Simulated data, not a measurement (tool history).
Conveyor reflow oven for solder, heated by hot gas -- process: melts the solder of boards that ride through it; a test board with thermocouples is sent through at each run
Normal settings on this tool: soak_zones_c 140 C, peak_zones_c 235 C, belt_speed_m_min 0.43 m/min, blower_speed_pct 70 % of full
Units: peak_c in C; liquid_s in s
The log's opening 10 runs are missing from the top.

run	day	soak_zones_c	peak_zones_c	belt_speed_m_min	blower_speed_pct	peak_c	liquid_s
11	7.175	126	235	0.43	70	217.4	58.7
12	7.612	126	235	0.43	70	217.3	58.9
13	8.396	126	235	0.43	70	217.7	58.8
14	9.346	140	244	0.43	70	227	71.3
15	9.758	140	234	0.43	70	218.7	65.2
16	10.788	140	241	0.43	70	224.4	69.1
17	11.383	140	241	0.43	70	224	69.3
18	12.092	141	234	0.399	70	220.4	72.6
19	12.946	140	231	0.43	61	213.7	59.8
20	13.812	140	236	0.43	70	219.6	65.7
21	14.596	151	235	0.389	70	223.3	81.2
22	15.188	151	227	0.389	58	213.1	73
23	16.1	133	235	0.43	70	217.2	61.1
24	16.654	127	238	0.43	70	218.9	60.6
25	17.258	140	227	0.343	70	217.3	82.1
26	18.267	146	235	0.489	70	215.3	55.8
27	18.717	146	235	0.489	70	215.3	56.2
28	19.196	146	235	0.489	70	215.2	55.9
29	20.017	146	245	0.365	70	232.6	90.5
30	20.912	138	245	0.43	90	230.5	72.3
31	21.812	138	237	0.353	90	228.4	87.8

Forecast each of these 4 alternatives for the next run:
A	22.412	138	237	0.353	66	?	?
B	22.412	140	243	0.344	75	?	?
C	22.412	150	237	0.458	84	?	?
D	22.412	140	235	0.359	53	?	?

run	peak_c	liquid_s
A	224.3	84.4
B	231.7	93.4
C	221.7	67.4
D	219	78.6
Had the tool no hidden state, the same runs would have come out as:
run	peak_c	liquid_s
A	227.1	86.2
B	234.5	94.6
C	224.8	69.1
D	221.6	80.7

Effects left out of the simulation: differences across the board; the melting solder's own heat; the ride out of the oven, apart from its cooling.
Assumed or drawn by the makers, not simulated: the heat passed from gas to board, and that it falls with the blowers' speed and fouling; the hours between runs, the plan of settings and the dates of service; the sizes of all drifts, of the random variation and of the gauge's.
